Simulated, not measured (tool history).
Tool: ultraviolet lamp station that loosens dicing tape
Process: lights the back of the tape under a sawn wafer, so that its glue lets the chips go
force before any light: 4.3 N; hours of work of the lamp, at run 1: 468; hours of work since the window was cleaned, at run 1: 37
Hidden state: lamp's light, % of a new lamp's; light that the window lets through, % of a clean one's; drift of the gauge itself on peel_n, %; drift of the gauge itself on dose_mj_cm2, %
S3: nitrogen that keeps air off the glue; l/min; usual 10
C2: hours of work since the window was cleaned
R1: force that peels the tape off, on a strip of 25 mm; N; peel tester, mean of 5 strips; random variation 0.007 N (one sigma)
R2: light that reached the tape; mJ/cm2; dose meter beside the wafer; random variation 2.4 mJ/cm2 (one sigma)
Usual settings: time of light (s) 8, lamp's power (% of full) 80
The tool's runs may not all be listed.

Run 1, day 0: usual settings; hours of work of the lamp 468; C2 37. Result: R1 0.392 N, R2 219 mJ/cm2.
Run 2, day 1.946: usual settings but time of light (s) 6; hours of work of the lamp 496; C2 65. Result: R1 0.692 N, R2 161 mJ/cm2.
Run 3, day 3.254: usual settings but lamp's power (% of full) 86; hours of work of the lamp 515; C2 84. Result: R1 0.353 N, R2 229 mJ/cm2.
Run 4, day 5.608: usual settings but lamp's power (% of full) 86; hours of work of the lamp 548; C2 117. Result: R1 0.378 N, R2 224 mJ/cm2.
Run 5, day 7.508: usual settings but lamp's power (% of full) 86; hours of work of the lamp 575; C2 144. Result: R1 0.389 N, R2 217 mJ/cm2.
Run 6, day 9.238: usual settings but S3 7 l/min; hours of work of the lamp 600; C2 169. Result: R1 0.585 N, R2 201 mJ/cm2.
Run 7, day 12.033: usual settings but S3 15 l/min; hours of work of the lamp 639; C2 208. Result: R1 0.381 N, R2 196 mJ/cm2.
Run 8, day 14.075: usual settings but S3 15 l/min; hours of work of the lamp 669; C2 237. Result: R1 0.397 N, R2 194 mJ/cm2.
Run 9, day 16.429: usual settings but S3 15 l/min; hours of work of the lamp 702; C2 271. Result: R1 0.425 N, R2 189 mJ/cm2.
Run 10, day 17.733: usual settings; hours of work of the lamp 720; C2 289. Result: R1 0.536 N, R2 184 mJ/cm2.
Run 11, day 19.95: usual settings but time of light (s) 6; hours of work of the lamp 752; C2 321. Result: R1 0.919 N, R2 134 mJ/cm2.
Run 12, day 21.338: usual settings; hours of work of the lamp 772; C2 341. Result: R1 0.577 N, R2 179 mJ/cm2.
Run 13, day 22.975: usual settings but time of light (s) 9; hours of work of the lamp 795; C2 364. Result: R1 0.469 N, R2 201 mJ/cm2.
Run 14, day 24.867: usual settings but time of light (s) 9; hours of work of the lamp 822; C2 391. Result: R1 0.506 N, R2 189 mJ/cm2.
At day 26.446: window cleaned of glue's vapour.
Run 15, day 26.521: usual settings but lamp's power (% of full) 66; hours of work of the lamp 845; C2 1. Result: R1 0.965 N, R2 128 mJ/cm2.
Run 16, day 27.971: usual settings but time of light (s) 7, lamp's power (% of full) 66; hours of work of the lamp 866; C2 22. Result: R1 1.194 N, R2 111 mJ/cm2.
Run 17, day 30.596: usual settings; hours of work of the lamp 903; C2 59. Result: R1 0.774 N, R2 147 mJ/cm2.
Run 18, day 32.225: usual settings; hours of work of the lamp 926; C2 82. Result: R1 0.786 N, R2 146 mJ/cm2.
Run 19, day 34.679: usual settings but S3 15 l/min; hours of work of the lamp 961; C2 117. Result: R1 0.719 N, R2 146 mJ/cm2.
Run 20, day 36.75: usual settings but time of light (s) 10, lamp's power (% of full) 66; hours of work of the lamp 991; C2 147. Result: R1 0.827 N, R2 145 mJ/cm2.
Run 21, day 38.521: usual settings but time of light (s) 10, lamp's power (% of full) 61, S3 12 l/min; hours of work of the lamp 1016; C2 172. Result: R1 0.931 N, R2 128 mJ/cm2.
Run 22, day 40.558: usual settings but lamp's power (% of full) 91; hours of work of the lamp 1045; C2 201. Result: R1 0.767 N, R2 150 mJ/cm2.
Run 23, day 42.504: usual settings but time of light (s) 6, lamp's power (% of full) 73, S3 3 l/min; hours of work of the lamp 1072; C2 228. Result: R1 2.135 N, R2 90 mJ/cm2.
At day 42.871: window cleaned of glue's vapour, once more.
Run 24, day 43.654: usual settings but time of light (s) 6, lamp's power (% of full) 73, S3 3 l/min; hours of work of the lamp 1088; C2 11. Result: R1 1.817 N, R2 112 mJ/cm2.
Run 25, day 46.462: usual settings but time of light (s) 9, lamp's power (% of full) 100, S3 9 l/min; hours of work of the lamp 1128; C2 51. Result: R1 0.399 N, R2 229 mJ/cm2.
Run 26, day 47.792: usual settings but time of light (s) 5, lamp's power (% of full) 74, S3 3 l/min; hours of work of the lamp 1147; C2 70. Result: R1 2.162 N, R2 94 mJ/cm2.
Run 27, day 50.288: usual settings but time of light (s) 4, S3 7 l/min; hours of work of the lamp 1183; C2 105. Result: R1 1.929 N, R2 78 mJ/cm2.
Run 28, day 52.925: usual settings but time of light (s) 4, S3 7 l/min; hours of work of the lamp 1220; C2 143. Result: R1 1.992 N, R2 75 mJ/cm2.
Run 29, day 54.062: usual settings but lamp's power (% of full) 66; hours of work of the lamp 1236; C2 159. Result: R1 1.068 N, R2 123 mJ/cm2.
At day 55.542: lamp changed.
Run 30, day 55.783: usual settings but lamp's power (% of full) 89, S3 5 l/min; hours of work of the lamp 3; C2 183. Result: R1 0.375 N, R2 287 mJ/cm2.
Run 31, day 57.575: usual settings but lamp's power (% of full) 89, S3 5 l/min; hours of work of the lamp 29; C2 208. Result: R1 0.368 N, R2 277 mJ/cm2.
Run 32, day 59.833: usual settings but lamp's power (% of full) 65, S3 5 l/min; hours of work of the lamp 61; C2 241. Result: R1 0.696 N, R2 203 mJ/cm2.
Run 33, day 62.458: usual settings but time of light (s) 4; hours of work of the lamp 98; C2 278. Result: R1 1.106 N, R2 121 mJ/cm2.
Run 34, day 64.471: usual settings but time of light (s) 6, lamp's power (% of full) 67, S3 4 l/min; hours of work of the lamp 127; C2 306. Result: R1 1.221 N, R2 150 mJ/cm2.
Run 35, day 66.696: usual settings but time of light (s) 5, lamp's power (% of full) 87, S3 4 l/min; hours of work of the lamp 159; C2 338. Result: R1 1.153 N, R2 159 mJ/cm2.

Forecast each of these 3 alternatives for the next run:
Run A, day 69.083: usual settings but time of light (s) 14, lamp's power (% of full) 85, S3 4 l/min; hours of work of the lamp 193; C2 372. Result: R1 ?, R2 ?.
Run B, day 69.083: usual settings but time of light (s) 12, lamp's power (% of full) 87, S3 5 l/min; hours of work of the lamp 193; C2 372. Result: R1 ?, R2 ?.
Run C, day 69.083: usual settings but time of light (s) 12, lamp's power (% of full) 69, S3 7 l/min; hours of work of the lamp 193; C2 372. Result: R1 ?, R2 ?.

run     R1   R2
  A  0.161  428
  B  0.202  369
  C  0.254  292
Without the tool's hidden state the same runs would have given:
run     R1   R2
  A  0.109  509
  B  0.139  439
  C  0.173  347

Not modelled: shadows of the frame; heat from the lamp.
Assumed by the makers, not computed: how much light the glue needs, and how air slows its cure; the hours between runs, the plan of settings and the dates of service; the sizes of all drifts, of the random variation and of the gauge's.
